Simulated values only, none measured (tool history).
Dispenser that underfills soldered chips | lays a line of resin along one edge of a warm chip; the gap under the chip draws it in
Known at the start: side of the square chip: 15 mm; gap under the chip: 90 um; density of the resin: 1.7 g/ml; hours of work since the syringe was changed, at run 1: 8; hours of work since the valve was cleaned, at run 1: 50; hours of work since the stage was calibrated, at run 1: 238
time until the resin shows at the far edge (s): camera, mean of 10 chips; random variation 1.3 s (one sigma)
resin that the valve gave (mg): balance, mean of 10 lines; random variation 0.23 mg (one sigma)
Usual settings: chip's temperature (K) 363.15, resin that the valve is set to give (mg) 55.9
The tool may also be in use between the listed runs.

| run | day | chip's temperature (K) | resin that the valve is set to give (mg) | hours of work since the syringe was changed | hours of work since the valve was cleaned | hours of work since the stage was calibrated | time until the resin shows at the far edge (s) | resin that the valve gave (mg) |
|---|---|---|---|---|---|---|---|---|
| 1 | 0.000 | 363.15 | 55.9 | 8 | 50 | 238 | 198.0 | 53.64 |
|  | 0.196 | new syringe of resin |
| 2 | 0.238 | 363.15 | 71.2 | 1 | 55 | 242 | 133.7 | 68.94 |
| 3 | 0.412 | 363.15 | 71.2 | 4 | 58 | 245 | 159.1 | 68.08 |
| 4 | 0.588 | 363.15 | 71.2 | 7 | 61 | 249 | 191.4 | 68.36 |
|  | 0.821 | new syringe of resin |
| 5 | 0.867 | 363.15 | 55.9 | 1 | 66 | 254 | 134.3 | 53.62 |
| 6 | 1.154 | 363.15 | 55.9 | 6 | 71 | 259 | 179.0 | 52.86 |
|  | 1.442 | new syringe of resin |
| 7 | 1.525 | 363.15 | 55.9 | 2 | 78 | 266 | 144.1 | 52.56 |
| 8 | 1.675 | 363.15 | 55.9 | 4 | 81 | 269 | 164.7 | 52.72 |
| 9 | 1.971 | 363.15 | 55.9 | 10 | 87 | 274 | 229.0 | 52.56 |
|  | 2.071 | new syringe of resin |
| 10 | 2.325 | 363.15 | 55.9 | 5 | 93 | 280 | 169.6 | 52.45 |
| 11 | 2.542 | 363.15 | 55.9 | 9 | 97 | 284 | 211.2 | 52.08 |
|  | 2.708 | new syringe of resin |
| 12 | 2.775 | 363.15 | 55.9 | 1 | 101 | 289 | 134.2 | 51.76 |
| 13 | 3.075 | 363.15 | 55.9 | 7 | 107 | 294 | 190.6 | 51.49 |
| 14 | 3.279 | 363.15 | 55.9 | 11 | 110 | 298 | 237.1 | 52.03 |
|  | 3.354 | new syringe of resin |
| 15 | 3.500 | 363.15 | 55.9 | 3 | 114 | 302 | 145.8 | 51.31 |
| 16 | 3.675 | 358.15 | 59.6 | 6 | 118 | 305 | 220.6 | 54.61 |
| 17 | 3.875 | 358.15 | 66.4 | 10 | 121 | 309 | 275.1 | 61.04 |
|  | 3.988 | new syringe of resin |
|  | 4.108 | dispensing valve cleaned and set on the balance |
| 18 | 4.238 | 358.15 | 66.4 | 4 | 2 | 315 | 189.2 | 66.32 |
| 19 | 4.596 | 358.15 | 66.4 | 11 | 9 | 321 | 288.4 | 65.81 |
|  | 4.650 | new syringe of resin |
| 20 | 4.867 | 377.15 | 54.8 | 4 | 14 | 326 | 84.4 | 54.45 |
| 21 | 5.079 | 372.15 | 72.5 | 8 | 18 | 330 | 129.3 | 71.72 |
|  | 5.275 | new syringe of resin |
| 22 | 5.442 | 370.15 | 71.0 | 3 | 24 | 337 | 107.7 | 70.32 |
| 23 | 5.792 | 361.15 | 61.9 | 10 | 31 | 343 | 235.7 | 61.15 |
|  | 5.900 | new syringe of resin |
| 24 | 6.054 | 370.15 | 68.5 | 3 | 36 | 348 | 106.3 | 66.57 |
| 25 | 6.225 | 370.15 | 49.9 | 6 | 39 | 351 | 128.2 | 48.50 |
| 26 | 6.379 | 350.15 | 49.9 | 9 | 42 | 354 | 418.3 | 48.38 |
|  | 6.525 | new syringe of resin |
| 27 | 6.688 | 350.15 | 49.9 | 3 | 47 | 359 | 283.1 | 47.94 |

Hidden state at the last listed run before each entry between runs and at the first one after, where it differs:
Between runs 1 and 2: new syringe of resin (day 0.196)
  resin's viscosity, % of fresh resin's: 159.3 -> 105.7; dose that the valve gives, % of what is set: 96.58 -> 96.29; true chip temperature over the reading, C: 0.52 -> 0.53
  measured less the result without the state, time until the resin shows at the far edge (s): +71.1 -> +4.0; resin that the valve gave (mg): -1.90 -> -2.65
Between runs 4 and 5: new syringe of resin (day 0.821)
  resin's viscosity, % of fresh resin's: 155.4 -> 104.6; dose that the valve gives, % of what is set: 95.81 -> 95.45; true chip temperature over the reading, C: 0.55 -> 0.56
  measured less the result without the state, time until the resin shows at the far edge (s): +65.1 -> +3.2; resin that the valve gave (mg): -2.99 -> -2.55
Between runs 6 and 7: new syringe of resin (day 1.442)
  resin's viscosity, % of fresh resin's: 143.4 -> 112.5; dose that the valve gives, % of what is set: 95.05 -> 94.56; true chip temperature over the reading, C: 0.57 -> 0.58
  measured less the result without the state, time until the resin shows at the far edge (s): +51.3 -> +13.3; resin that the valve gave (mg): -2.76 -> -3.03
Between runs 9 and 10: new syringe of resin (day 2.071)
  resin's viscosity, % of fresh resin's: 183.7 -> 132.6; dose that the valve gives, % of what is set: 93.97 -> 93.53; true chip temperature over the reading, C: 0.6 -> 0.62
  measured less the result without the state, time until the resin shows at the far edge (s): +101.9 -> +38.9; resin that the valve gave (mg): -3.37 -> -3.64
Between runs 11 and 12: new syringe of resin (day 2.708)
  resin's viscosity, % of fresh resin's: 167.5 -> 108.6; dose that the valve gives, % of what is set: 93.26 -> 92.97; true chip temperature over the reading, C: 0.62 -> 0.63
  measured less the result without the state, time until the resin shows at the far edge (s): +82.3 -> +8.0; resin that the valve gave (mg): -3.77 -> -3.92
Between runs 14 and 15: new syringe of resin (day 3.354)
  resin's viscosity, % of fresh resin's: 189.4 -> 116.3; dose that the valve gives, % of what is set: 92.29 -> 92
  measured less the result without the state, time until the resin shows at the far edge (s): +109.3 -> +17.8; resin that the valve gave (mg): -4.35 -> -4.46
Between runs 17 and 18: new syringe of resin (day 3.988); dispensing valve cleaned and set on the balance (day 4.108)
  resin's viscosity, % of fresh resin's: 175.3 -> 122.7; dose that the valve gives, % of what is set: 91.52 -> 99.93; true chip temperature over the reading, C: 0.68 -> 0.69
  measured less the result without the state, time until the resin shows at the far edge (s): +113.5 -> +29.7; resin that the valve gave (mg): -5.66 -> -0.05
Between runs 19 and 20: new syringe of resin (day 4.650)
  resin's viscosity, % of fresh resin's: 181.5 -> 126.6; dose that the valve gives, % of what is set: 99.45 -> 99.09; true chip temperature over the reading, C: 0.71 -> 0.72
  measured less the result without the state, time until the resin shows at the far edge (s): +123.9 -> +15.6; resin that the valve gave (mg): -0.36 -> -0.50
Between runs 21 and 22: new syringe of resin (day 5.275)
  resin's viscosity, % of fresh resin's: 159.6 -> 122.2; dose that the valve gives, % of what is set: 98.83 -> 98.33; true chip temperature over the reading, C: 0.73 -> 0.74
  measured less the result without the state, time until the resin shows at the far edge (s): +45.6 -> +16.6; resin that the valve gave (mg): -0.85 -> -1.19
Between runs 23 and 24: new syringe of resin (day 5.900)
  resin's viscosity, % of fresh resin's: 179.2 -> 119.8; dose that the valve gives, % of what is set: 97.85 -> 97.5; true chip temperature over the reading, C: 0.76 -> 0.77
  measured less the result without the state, time until the resin shows at the far edge (s): +99.3 -> +14.5; resin that the valve gave (mg): -1.34 -> -1.71
Between runs 26 and 27: new syringe of resin (day 6.525)
  resin's viscosity, % of fresh resin's: 170.9 -> 119; dose that the valve gives, % of what is set: 97.06 -> 96.67; true chip temperature over the reading, C: 0.78 -> 0.79
  measured less the result without the state, time until the resin shows at the far edge (s): +165.1 -> +37.0; resin that the valve gave (mg): -1.47 -> -1.66
